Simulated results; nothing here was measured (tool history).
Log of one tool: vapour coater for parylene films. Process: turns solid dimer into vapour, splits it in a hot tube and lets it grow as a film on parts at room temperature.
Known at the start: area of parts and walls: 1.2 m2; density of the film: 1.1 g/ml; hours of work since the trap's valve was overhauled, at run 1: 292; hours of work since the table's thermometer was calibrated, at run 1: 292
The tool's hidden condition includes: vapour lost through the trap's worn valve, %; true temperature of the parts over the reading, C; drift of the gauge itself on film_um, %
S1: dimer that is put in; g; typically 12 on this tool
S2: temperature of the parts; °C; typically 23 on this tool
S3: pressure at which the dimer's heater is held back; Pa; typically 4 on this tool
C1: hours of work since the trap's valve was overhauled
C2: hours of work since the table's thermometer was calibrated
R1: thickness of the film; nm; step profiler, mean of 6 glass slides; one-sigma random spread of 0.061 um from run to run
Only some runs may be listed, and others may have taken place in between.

run,hour,S1,S2,S3,C1,C2,R1
1,0,12,23,4,292,292,6670
2,18.6,12,23,4,306,306,6620
3,29.9,12,23,4,314,314,6660
4,51.2,12,23,4,330,330,6670
5,61.4,12,23,4,337,337,6600
6,77.7,12,23,4,349,349,6530
7,96.1,7,23,4,363,363,3860
8,112.5,19,23,4,375,375,10400
9,134,19,23,4,391,391,10450
10,151.1,12,23,4,403,403,6480
11,167.8,12,23,4,416,416,6460
12,188.8,12,25,4,431,431,6050
# hour 200.3: trap's valve overhauled
13,210.4,12,23,4,7,444,7030
14,231.9,12,23,4,23,460,7040
15,249,12,23,4,36,472,6920
16,270.7,12,23,4,52,488,6950
17,291,12,21,6.58,67,503,6570
18,305.6,17,27,4.54,77,514,8420
19,327.6,17,27,4.54,94,530,8530
20,343.7,10,35,2.02,105,542,4610
21,361.2,10,35,2.02,118,555,4540
22,381.3,10,35,2.02,133,570,4590
23,396.5,16,24,5.12,144,581,8350
24,418.2,11,19,4,160,597,7050
25,439.1,17,15,6.05,176,612,11350
26,452.8,8,24,6.05,186,622,4050
27,470.1,8,24,6.05,198,635,4100
28,483.9,12,25,8.76,209,645,5330
29,499.2,9,35,8.76,220,656,2880
30,521.7,5,35,2.1,236,673,2220
31,537.6,10,31,8.82,248,685,3650
32,549.3,10,31,8.82,257,693,3750

Alternative continuations, all from the tool just after run 32; predict every row:
A,569,10,33,2.95,271,708,?
B,569,21,23,2.45,271,708,?
C,569,10,31,2.6,271,708,?
D,569,8,19,8.58,271,708,?
E,569,10,20,8.82,271,708,?

run,R1
A,4270
B,13020
C,4800
D,4270
E,5040
What these runs would have given with no unlogged condition in the tool:
run,R1
A,4570
B,13930
C,5140
D,4570
E,5390
